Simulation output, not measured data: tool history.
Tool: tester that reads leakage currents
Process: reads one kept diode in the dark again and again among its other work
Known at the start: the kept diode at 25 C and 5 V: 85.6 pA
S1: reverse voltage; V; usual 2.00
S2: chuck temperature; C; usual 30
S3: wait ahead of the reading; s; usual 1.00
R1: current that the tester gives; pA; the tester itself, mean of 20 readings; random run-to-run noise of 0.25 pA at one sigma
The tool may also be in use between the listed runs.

| run | hour | S1 | S2 | S3 | R1 |
|---|---|---|---|---|---|
| 1 | 0.0 | 2.00 | 30 | 1.00 | 79.52 |
| 2 | 44.5 | 2.00 | 30 | 1.00 | 79.73 |
| 3 | 78.8 | 2.00 | 30 | 1.00 | 79.92 |
| 4 | 137.3 | 2.00 | 30 | 0.42 | 80.01 |
| 5 | 194.2 | 2.00 | 25 | 1.00 | 52.28 |
| 6 | 256.5 | 2.00 | 25 | 1.00 | 51.88 |
| 7 | 298.1 | 2.00 | 25 | 1.00 | 52.01 |
| 8 | 355.7 | 2.00 | 25 | 1.00 | 52.03 |
| 9 | 402.5 | 9.49 | 25 | 2.03 | 129.19 |
|  | 408.5 | tester calibrated |
| 10 | 483.3 | 2.00 | 30 | 2.58 | 78.76 |
| 11 | 566.6 | 2.00 | 30 | 2.58 | 78.46 |
| 12 | 630.5 | 2.00 | 30 | 2.58 | 78.17 |
|  | 654.0 | tester calibrated, once more |
| 13 | 685.4 | 2.00 | 30 | 2.58 | 76.88 |
| 14 | 761.4 | 6.04 | 48 | 2.58 | 612.79 |
| 15 | 806.7 | 6.04 | 48 | 2.58 | 611.89 |
| 16 | 871.3 | 2.90 | 48 | 2.62 | 405.67 |

Each row is a separate what-if for the run after 16, all from the same tool condition, not one after another. Results?
| A | 911.3 | 10.08 | 22 | 2.52 | ? |
| B | 911.3 | 2.90 | 48 | 7.33 | ? |
| C | 911.3 | 2.26 | 44 | 2.45 | ? |

| run | R1 |
|---|---|
| A | 104.28 |
| B | 407.75 |
| C | 257.37 |
With the hidden condition removed and each run's random variation left untouched, the same runs would have given:
| run | R1 |
|---|---|
| A | 97.20 |
| B | 436.39 |
| C | 275.29 |
